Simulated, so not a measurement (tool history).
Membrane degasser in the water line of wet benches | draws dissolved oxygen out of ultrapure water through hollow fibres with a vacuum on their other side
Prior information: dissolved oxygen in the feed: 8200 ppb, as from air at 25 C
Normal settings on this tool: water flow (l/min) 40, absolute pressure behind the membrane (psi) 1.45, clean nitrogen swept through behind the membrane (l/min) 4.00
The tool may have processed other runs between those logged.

run	hour	water flow (l/min)	absolute pressure behind the membrane (psi)	clean nitrogen swept through behind the membrane (l/min)	dissolved oxygen in the water behind the degasser (ppb)	pressure that the water loses in the fibres (psi)
1	0.0	40	1.45	4.00	280.0	6.820
2	285.9	40	1.45	4.00	283.3	6.914
3	578.5	40	2.10	4.00	379.0	6.908
4	915.2	40	3.61	4.00	600.5	6.963
5	1155.6	40	3.61	4.00	605.7	7.014
6	1426.6	40	3.61	4.00	614.6	7.020
7	1757.8	40	3.61	4.00	613.6	7.039
8	1931.8	40	3.61	4.00	618.0	7.075
9	2211.7	40	3.61	4.00	625.2	7.063
10	2376.8	29	2.12	7.54	168.9	5.188
11	2520.9	48	1.17	3.60	361.6	8.472
12	2821.8	32	0.90	2.51	176.7	5.670
13	2979.1	40	1.16	4.00	260.2	7.182
14	3140.4	40	1.16	4.00	257.4	7.156
15	3439.2	40	1.16	4.00	264.6	7.221

Forecast each of these 4 alternatives for the next run:
A	3776.9	38	2.80	2.86	?	?
B	3776.9	33	1.84	1.62	?	?
C	3776.9	24	1.89	4.31	?	?
D	3776.9	57	1.45	7.26	?	?

run	dissolved oxygen in the water behind the degasser (ppb)	pressure that the water loses in the fibres (psi)
A	598.7	6.844
B	518.8	5.962
C	171.7	4.340
D	453.9	10.238
With no hidden state in the tool, these same runs would have given:
run	dissolved oxygen in the water behind the degasser (ppb)	pressure that the water loses in the fibres (psi)
A	550.7	6.398
B	472.0	5.575
C	151.4	4.055
D	379.9	9.568
